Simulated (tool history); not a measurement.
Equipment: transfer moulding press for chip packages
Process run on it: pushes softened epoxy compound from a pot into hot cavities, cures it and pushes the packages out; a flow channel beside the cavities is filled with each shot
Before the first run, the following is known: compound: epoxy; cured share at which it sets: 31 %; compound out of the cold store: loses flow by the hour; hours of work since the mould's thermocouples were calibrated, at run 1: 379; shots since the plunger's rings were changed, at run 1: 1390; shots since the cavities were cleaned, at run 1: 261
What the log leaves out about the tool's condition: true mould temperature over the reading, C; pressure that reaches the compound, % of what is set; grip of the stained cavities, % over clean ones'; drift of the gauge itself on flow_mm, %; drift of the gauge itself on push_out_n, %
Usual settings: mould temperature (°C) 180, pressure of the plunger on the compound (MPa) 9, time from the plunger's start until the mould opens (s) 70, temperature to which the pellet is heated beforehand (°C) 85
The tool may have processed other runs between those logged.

run,day,mould temperature (°C),pressure of the plunger on the compound (MPa),time from the plunger's start until the mould opens (s),temperature to which the pellet is heated beforehand (°C),hours of work since the mould's thermocouples were calibrated,shots since the plunger's rings were changed,shots since the cavities were cleaned,incoming compound's hours out of the cold store,length that the compound runs in the flow channel (mm),greatest force on the pins that push the packages out (N)
1,0,180,9,70,85,379,1390,261,32.9,650,675
2,0.638,180,9,70,76,390,1612,483,43.2,615,761
3,0.958,180,9,70,76,395,1722,593,16.9,706,855
# day 1.175: cavities cleaned with cleaning compound and waxed
4,1.367,180,9,70,76,400,1843,67,34.9,641,586
5,1.992,180,8.96,70,85,410,2060,284,22.5,682,723
6,2.254,180,8.96,54,85,414,2151,375,30.1,653,1278
7,2.804,180,8.96,54,95,423,2342,566,30.2,652,1314
# day 3.121: cavities cleaned with cleaning compound and waxed
8,3.358,182,8.96,54,95,431,2514,84,41.5,607,850
9,3.838,182,8.96,54,95,438,2680,250,23.8,667,1074
10,4.296,182,8.96,54,95,446,2840,410,19.4,681,1222
11,4.938,180,9,70,85,456,3062,632,23.7,673,835
# day 5.054: cavities cleaned with cleaning compound and waxed
12,5.612,176,9,70,85,466,3275,194,22,688,846
13,6,180,9,70,79,472,3410,329,12.1,717,803
14,6.433,180,9,70,79,479,3560,479,19.3,687,811
# day 6.854: plunger's sealing rings changed
# day 7.079: cavities cleaned with cleaning compound and waxed
15,7.242,180,8.51,109,85,489,113,55,31.8,641,470
16,7.508,180,7.76,54,85,493,206,148,41.2,582,1122
17,7.85,180,10.6,70,85,498,325,267,25,741,708
18,8.429,180,9,83,85,508,526,468,27.8,675,643
19,8.704,180,9,73,85,512,623,565,42.3,620,738
# day 9.038: cavities cleaned with cleaning compound and waxed
20,9.233,180,9,73,85,519,784,68,47.1,605,544
21,9.654,180,9,73,85,526,930,214,36.6,635,638

Run 22 comes next. What will it give?
# day 10.208: mould's thermocouples calibrated
22,10.246,180,9,73,85,1,1108,392,20.8,?,?

length that the compound runs in the flow channel (mm): 692
greatest force on the pins that push the packages out (N): 700
With the hidden condition absent and the run-to-run variation left alone, this run would have shown length that the compound runs in the flow channel (mm) 702, greatest force on the pins that push the packages out (N) 496.

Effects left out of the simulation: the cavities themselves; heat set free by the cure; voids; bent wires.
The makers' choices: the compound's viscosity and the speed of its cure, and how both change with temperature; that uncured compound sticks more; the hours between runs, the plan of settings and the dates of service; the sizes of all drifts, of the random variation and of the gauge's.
